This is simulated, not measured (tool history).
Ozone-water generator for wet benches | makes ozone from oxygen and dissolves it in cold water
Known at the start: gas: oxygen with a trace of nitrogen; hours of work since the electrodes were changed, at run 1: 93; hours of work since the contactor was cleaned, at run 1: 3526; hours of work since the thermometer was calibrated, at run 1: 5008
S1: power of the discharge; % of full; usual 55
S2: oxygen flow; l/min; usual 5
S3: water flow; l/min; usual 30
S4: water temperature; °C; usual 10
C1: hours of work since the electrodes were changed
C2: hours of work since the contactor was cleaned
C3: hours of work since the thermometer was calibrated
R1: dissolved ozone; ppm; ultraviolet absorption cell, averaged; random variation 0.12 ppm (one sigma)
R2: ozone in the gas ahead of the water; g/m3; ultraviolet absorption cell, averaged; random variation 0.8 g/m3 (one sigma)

run	hour	S1	S2	S3	S4	C1	C2	C3	R1	R2
1	0	55	5	30	10	93	3526	5008	9.7	125.5
2	22.2	55	5	30	10	108	3540	5023	9.3	124.7
3	54.8	55	5	30	10	129	3562	5044	9.5	125.9
4	75.5	55	5	30	8	143	3575	5057	9.8	125.1
5	95.8	55	5	30	10	156	3589	5071	9.5	125.7
6	123.1	55	5	30	10	174	3606	5089	9.4	125.2
7	147.1	55	5	30	10	189	3622	5104	9.5	125
8	162.4	55	6.25	30	10	199	3632	5114	9.8	110.9
9	194.6	55	5	30	10	220	3653	5135	9.2	126.3
10	218.2	55	5	30	10	236	3669	5151	9.3	125
11	242.9	70	5	30	10	252	3685	5167	10.9	142.7
12	275.5	55	5	30	10	273	3706	5188	9.5	126.6
13	293.5	55	5	30	10	285	3718	5200	9.7	124
14	311.2	55	5	30	10	297	3729	5212	9.3	125.5
15	330.2	55	5	30	10	309	3742	5224	9.5	126.3
16	352.4	55	5	29	15	324	3756	5239	9.1	126.1
# hour 358.7: contactor cleaned
17	390.5	55	5	29	15	346	21	5261	9.3	125.8
# hour 422.2: contactor cleaned, once more
18	423.3	96	7	18	13	365	1	5280	21.3	144.5
19	444.6	66	5	30	10	379	15	5294	10.9	136.6
20	469.1	100	8.38	46	7	395	31	5310	9.8	134.9
21	485.7	70	3.27	21	7	406	42	5321	15.4	177.5
22	505.8	70	3.27	21	7	419	55	5334	15	177.1
23	525.6	70	3.27	21	7	432	68	5347	14.9	177.7
24	551.5	55	4.4	29	10	449	85	5364	9.8	132
25	572.7	55	4.4	29	10	463	98	5377	9.7	134.7

The same runs without the tool's hidden state, with the same run-to-run variation:
The hidden state here: yield of the discharge, % of new electrodes'; contactor's efficiency, % of a clean one's; true water temperature over the reading, C; drift of the gauge itself on ozone_ppm, %; drift of the gauge itself on gas_g_m3, %.
run	R1	R2
1	10.1	125.9
2	9.7	125.1
3	9.9	126.4
4	10.2	125.6
5	9.8	126.2
6	9.7	125.8
7	9.8	125.6
8	10.2	111.4
9	9.6	126.9
10	9.7	125.6
11	11.4	143.5
12	10	127.3
13	10.1	124.7
14	9.7	126.2
15	9.9	127
16	9.5	126.8
17	9.9	126.6
18	21.6	145.7
19	11	137.5
20	9.9	136.2
21	15.5	178.9
22	15.1	178.5
23	15.1	179.1
24	9.9	132.9
25	9.8	135.7

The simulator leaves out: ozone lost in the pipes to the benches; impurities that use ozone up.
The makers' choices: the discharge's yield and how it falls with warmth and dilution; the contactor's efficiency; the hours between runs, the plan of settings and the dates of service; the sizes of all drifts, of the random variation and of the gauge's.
